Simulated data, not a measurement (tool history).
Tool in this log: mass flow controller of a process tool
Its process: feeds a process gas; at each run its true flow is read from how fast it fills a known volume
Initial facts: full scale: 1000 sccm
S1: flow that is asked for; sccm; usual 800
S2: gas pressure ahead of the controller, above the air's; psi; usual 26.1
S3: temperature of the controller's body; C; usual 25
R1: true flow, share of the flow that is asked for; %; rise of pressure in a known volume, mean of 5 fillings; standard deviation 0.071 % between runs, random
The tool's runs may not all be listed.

run	day	S1	S2	S3	R1
1	0	800	26.1	25	99.86
2	3.196	800	26.1	25	99.73
3	5.471	800	26.1	25	99.66
4	8.583	800	26.1	25	99.61
5	11.775	234	26.1	25	99.31
6	15.304	234	26.1	25	99.21
7	19.479	139	26.1	25	98.92
8	23.625	163	21.5	38	97.69
9	26.796	292	26.1	25	98.89
10	30.267	292	26.1	25	98.81

Expected results for the next run?
11	34.192	379	26.1	34	?

{"run 11": {"R1": 97.95}}
Had the tool carried no hidden state, the very same run would have given R1 98.76 %.
